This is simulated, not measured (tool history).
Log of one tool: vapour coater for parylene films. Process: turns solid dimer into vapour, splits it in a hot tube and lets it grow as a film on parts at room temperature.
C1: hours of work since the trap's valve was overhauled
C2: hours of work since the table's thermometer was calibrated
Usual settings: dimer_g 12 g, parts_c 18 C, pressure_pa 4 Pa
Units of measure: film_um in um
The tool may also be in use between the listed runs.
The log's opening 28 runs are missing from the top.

Run 29, hour 911.7: usual settings but dimer_g 7 g, pressure_pa 9.39 Pa; C1 35; C2 1678. Result: film_um 3.54 um.
Run 30, hour 940: usual settings but parts_c 27 C, pressure_pa 2.29 Pa; C1 57; C2 1700. Result: film_um 6.32 um.
Run 31, hour 972.5: usual settings but parts_c 27 C, pressure_pa 2.29 Pa; C1 82; C2 1726. Result: film_um 6.36 um.
Run 32, hour 1019.2: usual settings but parts_c 17 C, pressure_pa 5.41 Pa; C1 119; C2 1762. Result: film_um 7.04 um.
Run 33, hour 1061.9: usual settings but dimer_g 5 g, pressure_pa 2.44 Pa; C1 152; C2 1796. Result: film_um 3.45 um.
Run 34, hour 1098.3: usual settings but parts_c 26 C; C1 180; C2 1824. Result: film_um 5.65 um.
Run 35, hour 1139.4: usual settings but parts_c 14 C, pressure_pa 7.66 Pa; C1 213; C2 1856. Result: film_um 7.09 um.
Run 36, hour 1172.1: usual settings but parts_c 14 C, pressure_pa 7.66 Pa; C1 238; C2 1881. Result: film_um 7.01 um.
Run 37, hour 1192.3: usual settings but parts_c 14 C, pressure_pa 7.66 Pa; C1 254; C2 1897. Result: film_um 7.01 um.
Run 38, hour 1233.9: usual settings but pressure_pa 4.01 Pa; C1 286; C2 1930. Result: film_um 7.19 um.
Run 39, hour 1254.9: usual settings but dimer_g 11 g, parts_c 23 C, pressure_pa 2.48 Pa; C1 303; C2 1946. Result: film_um 6.34 um.
Run 40, hour 1299.2: usual settings but parts_c 29 C, pressure_pa 8.74 Pa; C1 337; C2 1981. Result: film_um 4.16 um.
Run 41, hour 1342.1: usual settings but parts_c 29 C, pressure_pa 8.74 Pa; C1 371; C2 2014. Result: film_um 4.15 um.
Run 42, hour 1365.3: usual settings but dimer_g 10 g, parts_c 23 C, pressure_pa 4.47 Pa; C1 389; C2 2032. Result: film_um 4.94 um.
Run 43, hour 1385.3: usual settings but dimer_g 19 g, parts_c 15 C; C1 404; C2 2048. Result: film_um 12.41 um.
Run 44, hour 1421.7: usual settings but dimer_g 19 g, parts_c 15 C; C1 433; C2 2076. Result: film_um 12.42 um.
Run 45, hour 1464.6: usual settings but parts_c 20 C, pressure_pa 11.61 Pa; C1 466; C2 2109. Result: film_um 5.1 um.
Run 46, hour 1496: usual settings but dimer_g 6 g, parts_c 10 C; C1 490; C2 2134. Result: film_um 4.17 um.

4 options for the next run, each taken on its own from the tool as it stands now. Forecast them:
Run A, hour 1541.2: usual settings but dimer_g 10 g, parts_c 10 C, pressure_pa 3.75 Pa; C1 526; C2 2169. Result: film_um ?.
Run B, hour 1541.2: usual settings but dimer_g 20 g, parts_c 16 C, pressure_pa 2.28 Pa; C1 526; C2 2169. Result: film_um ?.
Run C, hour 1541.2: usual settings but dimer_g 6 g, parts_c 15 C, pressure_pa 4.72 Pa; C1 526; C2 2169. Result: film_um ?.
Run D, hour 1541.2: usual settings but dimer_g 6 g, parts_c 21 C, pressure_pa 4.48 Pa; C1 526; C2 2169. Result: film_um ?.

run  film_um
  A     6.93
  B    13.85
  C      3.7
  D     3.09
With the hidden condition removed and each run's random variation left untouched, the same runs would have given:
run  film_um
  A     7.44
  B    14.74
  C      3.8
  D     3.17
